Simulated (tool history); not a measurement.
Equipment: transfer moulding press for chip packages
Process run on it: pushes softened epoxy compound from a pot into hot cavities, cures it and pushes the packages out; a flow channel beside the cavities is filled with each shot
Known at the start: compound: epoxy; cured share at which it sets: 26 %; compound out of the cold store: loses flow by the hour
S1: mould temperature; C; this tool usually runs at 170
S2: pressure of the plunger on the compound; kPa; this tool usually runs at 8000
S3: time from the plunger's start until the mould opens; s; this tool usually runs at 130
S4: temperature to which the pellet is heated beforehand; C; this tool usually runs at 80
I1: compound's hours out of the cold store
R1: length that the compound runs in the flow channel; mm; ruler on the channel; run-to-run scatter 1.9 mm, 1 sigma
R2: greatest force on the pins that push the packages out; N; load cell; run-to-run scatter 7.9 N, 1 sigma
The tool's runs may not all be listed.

run 1 hour=0 | S1=170 S2=8000 S3=130 S4=80 | I1=41 | R1=763 R2=486
-- hour=39.4 mould's thermocouples calibrated
run 2 hour=39.4 | S1=170 S2=8000 S3=130 S4=80 | I1=46.3 | R1=732 R2=608
-- hour=73.5 cavities cleaned with cleaning compound and waxed
run 3 hour=79.6 | S1=170 S2=9970 S3=130 S4=80 | I1=14.5 | R1=988 R2=841
run 4 hour=146.6 | S1=170 S2=9970 S3=130 S4=80 | I1=34.3 | R1=868 R2=791
-- hour=162.6 cavities cleaned with cleaning compound and waxed
-- hour=195.2 cavities cleaned with cleaning compound and waxed, once more
run 5 hour=223.6 | S1=170 S2=9970 S3=130 S4=80 | I1=18.6 | R1=948 R2=526
run 6 hour=258 | S1=170 S2=8000 S3=130 S4=80 | I1=10.9 | R1=886 R2=659
-- hour=284 cavities cleaned with cleaning compound and waxed
run 7 hour=328.7 | S1=170 S2=9490 S3=130 S4=80 | I1=12.5 | R1=945 R2=582
-- hour=366.8 plunger's sealing rings changed
run 8 hour=369.4 | S1=164 S2=7400 S3=129 S4=85 | I1=12.4 | R1=897 R2=1067
-- hour=376.1 cavities cleaned with cleaning compound and waxed
run 9 hour=436.4 | S1=164 S2=7400 S3=129 S4=85 | I1=22.2 | R1=840 R2=944
-- hour=467.8 cavities cleaned with cleaning compound and waxed
run 10 hour=494.5 | S1=164 S2=7400 S3=129 S4=85 | I1=11.9 | R1=888 R2=815
-- hour=561.1 cavities cleaned with cleaning compound and waxed
run 11 hour=566.7 | S1=172 S2=7690 S3=124 S4=80 | I1=39 | R1=734 R2=367
run 12 hour=604.3 | S1=172 S2=7690 S3=124 S4=80 | I1=28.2 | R1=775 R2=548
run 13 hour=647.1 | S1=170 S2=8000 S3=130 S4=84 | I1=11.4 | R1=883 R2=723

Consider 4 possible next runs. They are alternatives, not a sequence: every one starts from the tool as it was left by run 13. What does each give?
-- hour=651.7 cavities cleaned with cleaning compound and waxed
run A hour=687.4 | S1=178 S2=8000 S3=151 S4=80 | I1=33.4 | R1=? R2=?
-- hour=651.7 cavities cleaned with cleaning compound and waxed
run B hour=687.4 | S1=172 S2=8070 S3=123 S4=84 | I1=45.7 | R1=? R2=?
-- hour=651.7 cavities cleaned with cleaning compound and waxed
run C hour=687.4 | S1=170 S2=6110 S3=123 S4=80 | I1=8.4 | R1=? R2=?
-- hour=651.7 cavities cleaned with cleaning compound and waxed
run D hour=687.4 | S1=175 S2=8000 S3=130 S4=84 | I1=27.1 | R1=? R2=?

run=A R1=743 R2=458
run=B R1=710 R2=535
run=C R1=783 R2=622
run=D R1=781 R2=483
Stripped of hidden state, with their random variation kept, the same runs would have yielded:
run=A R1=773 R2=289
run=B R1=738 R2=324
run=C R1=814 R2=365
run=D R1=813 R2=298

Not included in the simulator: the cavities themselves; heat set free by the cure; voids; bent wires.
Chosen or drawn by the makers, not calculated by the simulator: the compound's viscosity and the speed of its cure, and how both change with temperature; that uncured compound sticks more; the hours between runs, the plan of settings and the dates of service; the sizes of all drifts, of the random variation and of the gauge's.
